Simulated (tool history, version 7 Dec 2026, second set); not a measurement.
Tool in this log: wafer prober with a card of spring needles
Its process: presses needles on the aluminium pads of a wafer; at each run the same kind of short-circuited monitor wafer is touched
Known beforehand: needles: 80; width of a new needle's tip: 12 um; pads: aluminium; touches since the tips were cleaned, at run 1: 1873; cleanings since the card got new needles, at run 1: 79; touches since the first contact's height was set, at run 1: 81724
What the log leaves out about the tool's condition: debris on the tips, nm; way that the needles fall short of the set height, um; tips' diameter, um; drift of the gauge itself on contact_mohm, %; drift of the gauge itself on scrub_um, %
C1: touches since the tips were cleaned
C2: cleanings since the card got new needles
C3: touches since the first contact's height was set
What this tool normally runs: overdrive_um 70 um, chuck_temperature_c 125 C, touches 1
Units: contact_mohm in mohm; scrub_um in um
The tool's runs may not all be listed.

{"run": 1, "hour": 0.0, "overdrive_um": 70, "chuck_temperature_c": 125, "touches": 1, "C1": 1873, "C2": 79, "C3": 81724, "contact_mohm": 221, "scrub_um": 9.09}
{"hour": 1.1, "done": "tips cleaned on abrasive film"}
{"hour": 5.2, "done": "tips cleaned on abrasive film"}
{"hour": 9.4, "done": "tips cleaned on abrasive film"}
{"hour": 14.5, "done": "tips cleaned on abrasive film"}
{"run": 2, "hour": 16.4, "overdrive_um": 70, "chuck_temperature_c": 29, "touches": 1, "C1": 911, "C2": 83, "C3": 89451, "contact_mohm": 198, "scrub_um": 9.08}
{"hour": 19.5, "done": "tips cleaned on abrasive film"}
{"hour": 23.6, "done": "tips cleaned on abrasive film"}
{"hour": 27.7, "done": "tips cleaned on abrasive film"}
{"hour": 32.9, "done": "tips cleaned on abrasive film"}
{"hour": 38.0, "done": "tips cleaned on abrasive film"}
{"hour": 38.3, "done": "height of the first contact set anew"}
{"hour": 42.4, "done": "tips cleaned on abrasive film"}
{"hour": 46.6, "done": "tips cleaned on abrasive film"}
{"run": 3, "hour": 50.0, "overdrive_um": 70, "chuck_temperature_c": 47, "touches": 1, "C1": 1648, "C2": 90, "C3": 5544, "contact_mohm": 207, "scrub_um": 9.45}
{"hour": 51.1, "done": "tips cleaned on abrasive film"}
{"hour": 56.2, "done": "tips cleaned on abrasive film"}
{"hour": 60.3, "done": "tips cleaned on abrasive film"}
{"hour": 64.5, "done": "tips cleaned on abrasive film"}
{"hour": 68.6, "done": "tips cleaned on abrasive film"}
{"run": 4, "hour": 72.0, "overdrive_um": 70, "chuck_temperature_c": 125, "touches": 1, "C1": 1646, "C2": 95, "C3": 15955, "contact_mohm": 223, "scrub_um": 9.39}
{"hour": 73.1, "done": "tips cleaned on abrasive film"}
{"hour": 77.2, "done": "tips cleaned on abrasive film"}
{"hour": 82.4, "done": "tips cleaned on abrasive film"}
{"hour": 86.5, "done": "tips cleaned on abrasive film"}
{"hour": 91.6, "done": "tips cleaned on abrasive film"}
{"hour": 95.7, "done": "tips cleaned on abrasive film"}
{"run": 5, "hour": 99.8, "overdrive_um": 70, "chuck_temperature_c": 60, "touches": 1, "C1": 1942, "C2": 101, "C3": 29094, "contact_mohm": 222, "scrub_um": 9.36}
{"hour": 100.9, "done": "tips cleaned on abrasive film"}
{"hour": 105.0, "done": "tips cleaned on abrasive film"}
{"hour": 109.1, "done": "tips cleaned on abrasive film"}
{"hour": 114.3, "done": "tips cleaned on abrasive film"}
{"hour": 119.4, "done": "tips cleaned on abrasive film"}
{"run": 6, "hour": 119.7, "overdrive_um": 70, "chuck_temperature_c": 125, "touches": 1, "C1": 137, "C2": 106, "C3": 38482, "contact_mohm": 188, "scrub_um": 9.3}
{"hour": 123.8, "done": "tips cleaned on abrasive film"}
{"hour": 128.9, "done": "tips cleaned on abrasive film"}
{"hour": 133.1, "done": "tips cleaned on abrasive film"}
{"hour": 137.2, "done": "tips cleaned on abrasive film"}
{"run": 7, "hour": 138.2, "overdrive_um": 70, "chuck_temperature_c": 125, "touches": 1, "C1": 469, "C2": 110, "C3": 47230, "contact_mohm": 196, "scrub_um": 9.3}
{"hour": 142.3, "done": "tips cleaned on abrasive film"}
{"hour": 146.4, "done": "tips cleaned on abrasive film"}
{"hour": 151.5, "done": "tips cleaned on abrasive film"}
{"hour": 156.7, "done": "tips cleaned on abrasive film"}
{"hour": 161.8, "done": "tips cleaned on abrasive film"}
{"hour": 166.9, "done": "tips cleaned on abrasive film"}
{"hour": 172.1, "done": "tips cleaned on abrasive film"}
{"hour": 176.2, "done": "tips cleaned on abrasive film"}
{"run": 8, "hour": 177.2, "overdrive_um": 67, "chuck_temperature_c": 125, "touches": 1, "C1": 485, "C2": 118, "C3": 65731, "contact_mohm": 198, "scrub_um": 8.78}
{"hour": 181.3, "done": "tips cleaned on abrasive film"}
{"hour": 186.5, "done": "tips cleaned on abrasive film"}
{"hour": 191.6, "done": "tips cleaned on abrasive film"}
{"hour": 196.7, "done": "tips cleaned on abrasive film"}
{"run": 9, "hour": 199.7, "overdrive_um": 70, "chuck_temperature_c": 40, "touches": 2, "C1": 1440, "C2": 122, "C3": 76423, "contact_mohm": 189, "scrub_um": 9.16}
{"hour": 201.8, "done": "tips cleaned on abrasive film"}
{"hour": 207.0, "done": "tips cleaned on abrasive film"}
{"hour": 212.1, "done": "tips cleaned on abrasive film"}
{"hour": 216.2, "done": "tips cleaned on abrasive film"}
{"run": 10, "hour": 216.8, "overdrive_um": 70, "chuck_temperature_c": 42, "touches": 1, "C1": 279, "C2": 126, "C3": 84492, "contact_mohm": 180, "scrub_um": 9.09}
{"hour": 220.9, "done": "tips cleaned on abrasive film"}
{"hour": 225.0, "done": "tips cleaned on abrasive film"}
{"hour": 230.2, "done": "tips cleaned on abrasive film"}
{"hour": 234.3, "done": "tips cleaned on abrasive film"}
{"hour": 239.4, "done": "tips cleaned on abrasive film"}
{"hour": 243.6, "done": "tips cleaned on abrasive film"}
{"run": 11, "hour": 243.6, "overdrive_um": 70, "chuck_temperature_c": 42, "touches": 2, "C1": 0, "C2": 132, "C3": 97162, "contact_mohm": 165, "scrub_um": 9.06}
{"hour": 248.7, "done": "tips cleaned on abrasive film"}
{"hour": 249.0, "done": "height of the first contact set anew"}
{"hour": 253.1, "done": "tips cleaned on abrasive film"}
{"hour": 258.3, "done": "tips cleaned on abrasive film"}
{"hour": 262.4, "done": "tips cleaned on abrasive film"}
{"hour": 267.5, "done": "tips cleaned on abrasive film"}
{"hour": 272.7, "done": "tips cleaned on abrasive film"}
{"hour": 276.8, "done": "tips cleaned on abrasive film"}
{"run": 12, "hour": 279.9, "overdrive_um": 65, "chuck_temperature_c": 42, "touches": 3, "C1": 1496, "C2": 139, "C3": 14643, "contact_mohm": 184, "scrub_um": 8.78}
{"hour": 281.0, "done": "tips cleaned on abrasive film"}
{"hour": 286.2, "done": "tips cleaned on abrasive film"}
{"hour": 290.3, "done": "tips cleaned on abrasive film"}
{"hour": 295.4, "done": "tips cleaned on abrasive film"}
{"hour": 299.9, "done": "tips cleaned on abrasive film"}
{"run": 13, "hour": 299.9, "overdrive_um": 61, "chuck_temperature_c": 43, "touches": 1, "C1": 0, "C2": 144, "C3": 24062, "contact_mohm": 176, "scrub_um": 8.13}
{"hour": 305.0, "done": "tips cleaned on abrasive film"}
{"hour": 309.1, "done": "tips cleaned on abrasive film"}
{"hour": 314.3, "done": "tips cleaned on abrasive film"}
{"hour": 319.4, "done": "tips cleaned on abrasive film"}
{"hour": 324.5, "done": "tips cleaned on abrasive film"}
{"hour": 328.7, "done": "tips cleaned on abrasive film"}
{"hour": 333.8, "done": "tips cleaned on abrasive film"}
{"run": 14, "hour": 334.2, "overdrive_um": 61, "chuck_temperature_c": 43, "touches": 1, "C1": 209, "C2": 151, "C3": 40338, "contact_mohm": 180, "scrub_um": 8.05}

Across each entry between runs, compare the hidden state at the last listed run before it with the hidden state at the first listed run after it:
Logged between run 1 and run 2: tips cleaned on abrasive film (hour 1.1); tips cleaned on abrasive film (hour 5.2); tips cleaned on abrasive film (hour 9.4); tips cleaned on abrasive film (hour 14.5)
  debris on the tips, nm: 92.4 -> 63; way that the needles fall short of the set height, um: 2.6 -> 2.92; tips' diameter, um: 14.01 -> 14.12
  the result without the hidden state subtracted from the measured one, contact_mohm: +41 -> +35 mohm; scrub_um: -0.35 -> -0.39 um
Logged between run 2 and run 3: tips cleaned on abrasive film (hour 19.5); tips cleaned on abrasive film (hour 23.6); tips cleaned on abrasive film (hour 27.7); tips cleaned on abrasive film (hour 32.9); tips cleaned on abrasive film (hour 38.0); height of the first contact set anew (hour 38.3); tips cleaned on abrasive film (hour 42.4); tips cleaned on abrasive film (hour 46.6)
  debris on the tips, nm: 63 -> 90.3; way that the needles fall short of the set height, um: 2.92 -> 0.12; tips' diameter, um: 14.12 -> 14.29
  the result without the hidden state subtracted from the measured one, contact_mohm: +35 -> +45 mohm; scrub_um: -0.39 -> -0.02 um
Logged between run 3 and run 4: tips cleaned on abrasive film (hour 51.1); tips cleaned on abrasive film (hour 56.2); tips cleaned on abrasive film (hour 60.3); tips cleaned on abrasive film (hour 64.5); tips cleaned on abrasive film (hour 68.6)
  debris on the tips, nm: 90.3 -> 93.1; way that the needles fall short of the set height, um: 0.12 -> 0.46; tips' diameter, um: 14.29 -> 14.41
  the result without the hidden state subtracted from the measured one, contact_mohm: +45 -> +41 mohm; scrub_um: -0.02 -> -0.06 um
Logged between run 4 and run 5: tips cleaned on abrasive film (hour 73.1); tips cleaned on abrasive film (hour 77.2); tips cleaned on abrasive film (hour 82.4); tips cleaned on abrasive film (hour 86.5); tips cleaned on abrasive film (hour 91.6); tips cleaned on abrasive film (hour 95.7)
  debris on the tips, nm: 93.1 -> 106.6; way that the needles fall short of the set height, um: 0.46 -> 0.89; tips' diameter, um: 14.41 -> 14.56
  the result without the hidden state subtracted from the measured one, contact_mohm: +41 -> +54 mohm; scrub_um: -0.06 -> -0.12 um
Logged between run 5 and run 6: tips cleaned on abrasive film (hour 100.9); tips cleaned on abrasive film (hour 105.0); tips cleaned on abrasive film (hour 109.1); tips cleaned on abrasive film (hour 114.3); tips cleaned on abrasive film (hour 119.4)
  debris on the tips, nm: 106.6 -> 20.3; way that the needles fall short of the set height, um: 0.89 -> 1.25; tips' diameter, um: 14.56 -> 14.69
  the result without the hidden state subtracted from the measured one, contact_mohm: +54 -> +9 mohm; scrub_um: -0.12 -> -0.17 um
Logged between run 6 and run 7: tips cleaned on abrasive film (hour 123.8); tips cleaned on abrasive film (hour 128.9); tips cleaned on abrasive film (hour 133.1); tips cleaned on abrasive film (hour 137.2)
  debris on the tips, nm: 20.3 -> 37.1; way that the needles fall short of the set height, um: 1.25 -> 1.54; tips' diameter, um: 14.69 -> 14.79
  the result without the hidden state subtracted from the measured one, contact_mohm: +9 -> +17 mohm; scrub_um: -0.17 -> -0.21 um
Logged between run 7 and run 8: tips cleaned on abrasive film (hour 142.3); tips cleaned on abrasive film (hour 146.4); tips cleaned on abrasive film (hour 151.5); tips cleaned on abrasive film (hour 156.7); tips cleaned on abrasive film (hour 161.8); tips cleaned on abrasive film (hour 166.9); tips cleaned on abrasive film (hour 172.1); tips cleaned on abrasive film (hour 176.2)
  debris on the tips, nm: 37.1 -> 36.3; way that the needles fall short of the set height, um: 1.54 -> 2.07; tips' diameter, um: 14.79 -> 14.97
  the result without the hidden state subtracted from the measured one, contact_mohm: +17 -> +20 mohm; scrub_um: -0.21 -> -0.28 um
Logged between run 8 and run 9: tips cleaned on abrasive film (hour 181.3); tips cleaned on abrasive film (hour 186.5); tips cleaned on abrasive film (hour 191.6); tips cleaned on abrasive film (hour 196.7)
  debris on the tips, nm: 36.3 -> 81; way that the needles fall short of the set height, um: 2.07 -> 2.35; tips' diameter, um: 14.97 -> 15.07
  the result without the hidden state subtracted from the measured one, contact_mohm: +20 -> +28 mohm; scrub_um: -0.28 -> -0.32 um
Logged between run 9 and run 10: tips cleaned on abrasive film (hour 201.8); tips cleaned on abrasive film (hour 207.0); tips cleaned on abrasive film (hour 212.1); tips cleaned on abrasive film (hour 216.2)
  debris on the tips, nm: 81 -> 25.7; way that the needles fall short of the set height, um: 2.35 -> 2.64; tips' diameter, um: 15.07 -> 15.17
  the result without the hidden state subtracted from the measured one, contact_mohm: +28 -> +16 mohm; scrub_um: -0.32 -> -0.36 um
Logged between run 10 and run 11: tips cleaned on abrasive film (hour 220.9); tips cleaned on abrasive film (hour 225.0); tips cleaned on abrasive film (hour 230.2); tips cleaned on abrasive film (hour 234.3); tips cleaned on abrasive film (hour 239.4); tips cleaned on abrasive film (hour 243.6)
  debris on the tips, nm: 25.7 -> 4.6; way that the needles fall short of the set height, um: 2.64 -> 3.06; tips' diameter, um: 15.17 -> 15.32
  the result without the hidden state subtracted from the measured one, contact_mohm: +16 -> +3 mohm; scrub_um: -0.36 -> -0.41 um
Logged between run 11 and run 12: tips cleaned on abrasive film (hour 248.7); height of the first contact set anew (hour 249.0); tips cleaned on abrasive film (hour 253.1); tips cleaned on abrasive film (hour 258.3); tips cleaned on abrasive film (hour 262.4); tips cleaned on abrasive film (hour 267.5); tips cleaned on abrasive film (hour 272.7); tips cleaned on abrasive film (hour 276.8)
  debris on the tips, nm: 4.6 -> 90.8; way that the needles fall short of the set height, um: 3.06 -> 0.36; tips' diameter, um: 15.32 -> 15.47
  the result without the hidden state subtracted from the measured one, contact_mohm: +3 -> +22 mohm; scrub_um: -0.41 -> -0.05 um
Logged between run 12 and run 13: tips cleaned on abrasive film (hour 281.0); tips cleaned on abrasive film (hour 286.2); tips cleaned on abrasive film (hour 290.3); tips cleaned on abrasive film (hour 295.4); tips cleaned on abrasive film (hour 299.9)
  debris on the tips, nm: 90.8 -> 9.5; way that the needles fall short of the set height, um: 0.36 -> 0.7; tips' diameter, um: 15.47 -> 15.59
  the result without the hidden state subtracted from the measured one, contact_mohm: +22 -> +9 mohm; scrub_um: -0.05 -> -0.09 um
Logged between run 13 and run 14: tips cleaned on abrasive film (hour 305.0); tips cleaned on abrasive film (hour 309.1); tips cleaned on abrasive film (hour 314.3); tips cleaned on abrasive film (hour 319.4); tips cleaned on abrasive film (hour 324.5); tips cleaned on abrasive film (hour 328.7); tips cleaned on abrasive film (hour 333.8)
  debris on the tips, nm: 9.5 -> 23.2; way that the needles fall short of the set height, um: 0.7 -> 1.24; tips' diameter, um: 15.59 -> 15.78
  the result without the hidden state subtracted from the measured one, contact_mohm: +9 -> +19 mohm; scrub_um: -0.09 -> -0.17 um
